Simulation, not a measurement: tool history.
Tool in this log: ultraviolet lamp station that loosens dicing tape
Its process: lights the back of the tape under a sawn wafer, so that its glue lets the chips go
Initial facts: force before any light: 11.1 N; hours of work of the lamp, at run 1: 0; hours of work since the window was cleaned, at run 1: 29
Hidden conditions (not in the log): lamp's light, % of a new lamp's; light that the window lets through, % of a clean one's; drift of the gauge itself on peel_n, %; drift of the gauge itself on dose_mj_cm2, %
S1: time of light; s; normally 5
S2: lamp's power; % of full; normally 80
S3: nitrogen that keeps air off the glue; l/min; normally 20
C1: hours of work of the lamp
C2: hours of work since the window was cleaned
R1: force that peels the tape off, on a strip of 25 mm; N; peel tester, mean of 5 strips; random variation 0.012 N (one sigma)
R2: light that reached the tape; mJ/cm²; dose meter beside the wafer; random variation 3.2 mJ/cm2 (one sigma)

run    hour  S1   S2  S3    C1   C2     R1   R2
  1       0   5   80  20     0   29  0.568  484
  2    71.3   5   80  20    56   85  0.544  486
  3   132.6   3   80  20   105  134  1.586  290
  4   184.3   3   80  20   146  175  1.563  290
  5   253.7   7   80  20   201  230  0.299  678
  6   300.5   7   80  20   238  267  0.312  683
      334.4  -- window cleaned of glue's vapour
  7     357   6   80  20   282   18  0.385  587
  8   423.8   6   80  20   335   71  0.395  579
  9   489.8   6   80  20   388  123  0.392  583
 10   538.4   6   86  20   426  162  0.343  630
 11   588.9   5  100  20   466  202  0.351  609
 12   658.5   2  100  20   521  257  2.159  242
      706.1  -- window cleaned of glue's vapour
 13   748.2   2  100  28   592   33   1.82  242
 14   840.9   5   80  20   665  107  0.535  481
 15   915.9   5   80  20   725  166   0.58  482
 16  1010.8   5   80  20   800  241   0.57  486
     1078.6  -- window cleaned of glue's vapour
 17  1078.6   5   80  20   853    0  0.566  484
 18  1144.8   5   80  20   906   52  0.566  492
 19  1192.7   5   80  20   944   90  0.566  485
 20  1279.6   5   80  20  1012  159  0.572  489
 21  1370.6   5   80  20  1084  231  0.528  486
     1452.6  -- window cleaned of glue's vapour
 22  1453.3   5   80  20  1150    1  0.555  488
 23  1521.1   5   80  20  1203   54  0.572  482
 24  1564.2   3   71   8  1237   88  3.104  261
 25  1647.5   6   72  22  1303  154  0.451  526
 26  1732.6   6   72  22  1371  222  0.447  528
     1757.9  -- lamp changed
     1829.5  -- window cleaned of glue's vapour
 27  1829.6   6   72  22    56    0   0.44  529
 28    1880   6   80  14    96   40  0.502  582
 29  1937.3   6   80  14   142   85  0.486  585
 30  1990.3   4   71  23   184  127  1.053  346
 31  2065.7   7   74  22   243  187  0.328  636
 32  2153.2   4   69  20   313  256  1.176  336
     2201.6  -- window cleaned of glue's vapour
 33  2224.7   3   69  11   369   18  2.783  256
 34  2279.5   3   69  11   412   62  2.784  253
 35  2350.7   4   94  14   469  118  0.797  461
 36  2403.7   7   97  20   511  160  0.254  828
 37  2453.7   7   97  20   550  200  0.253  821
 38  2541.4   9   66  26   620  269  0.254  722
     2572.9  -- window cleaned of glue's vapour
 39  2623.3   9   66  26   684   40  0.266  730
 40  2720.4   9   66  26   761  117   0.27  722
 41  2774.6   9   66  27   804  160  0.271  729

For each entry between runs, how does the tool's hidden state at the last listed run before it compare with that at the first listed run after it?
Runs 6 to 7: window cleaned of glue's vapour (hour 334.4)
  light that the window lets through, % of a clean one's: 99.9 -> 100
Runs 12 to 13: window cleaned of glue's vapour (hour 706.1)
  light that the window lets through, % of a clean one's: 99.9 -> 100
Runs 16 to 17: window cleaned of glue's vapour (hour 1078.6)
  light that the window lets through, % of a clean one's: 99.9 -> 100
Runs 21 to 22: window cleaned of glue's vapour (hour 1452.6)
  light that the window lets through, % of a clean one's: 99.9 -> 100
Runs 26 to 27: lamp changed (hour 1757.9); window cleaned of glue's vapour (hour 1829.5)
  lamp's light, % of a new lamp's: 99.7 -> 100; light that the window lets through, % of a clean one's: 99.9 -> 100
Runs 32 to 33: window cleaned of glue's vapour (hour 2201.6)
  light that the window lets through, % of a clean one's: 99.9 -> 100
Runs 38 to 39: window cleaned of glue's vapour (hour 2572.9)
  light that the window lets through, % of a clean one's: 99.9 -> 100
